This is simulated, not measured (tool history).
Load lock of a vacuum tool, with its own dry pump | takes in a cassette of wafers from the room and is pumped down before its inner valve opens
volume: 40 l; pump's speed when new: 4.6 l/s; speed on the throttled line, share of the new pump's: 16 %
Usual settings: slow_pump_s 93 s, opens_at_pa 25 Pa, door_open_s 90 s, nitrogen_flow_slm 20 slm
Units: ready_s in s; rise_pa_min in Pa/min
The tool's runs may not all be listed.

run,hour,slow_pump_s,opens_at_pa,door_open_s,nitrogen_flow_slm,"incoming humidity of the room's air, %",ready_s,rise_pa_min
1,0.0,93,25,90,20,44.6,158.8,0.180
2,451.0,93,25,90,20,44.5,157.9,0.196
3,942.7,77,25,90,20,46.2,146.3,0.216
4,1419.3,93,25,90,20,46.3,160.5,0.236
5,1761.5,93,25,90,20,41.4,160.7,0.242
6,2223.8,93,25,168,14,45.4,161.8,0.279
7,2469.0,93,25,168,14,48.1,161.4,0.297
8,2961.1,93,25,168,14,46.2,162.1,0.311
9,3226.1,93,25,168,14,43.1,161.3,0.320
10,3536.3,93,25,168,14,48.3,161.8,0.341

Hidden state or all else? Some run-to-run changes of ready_s, split into what the settings, what came in and random variation would give without the hidden state, and what is left for the hidden state (with any gauge scatter that isn't in both results):
The hidden state here: pump's speed, % of a new pump's; leak at the door's seal, Pa l/s; drift of the gauge itself on ready_s, %; drift of the gauge itself on rise_pa_min, %.
Run 2 -> 3: slow_pump_s 93 -> 77. ready_s -11.6 s: hidden state +1.0, all else -12.6.
Run 3 -> 4: slow_pump_s 77 -> 93. ready_s +14.2 s: hidden state +0.1, all else +14.1.
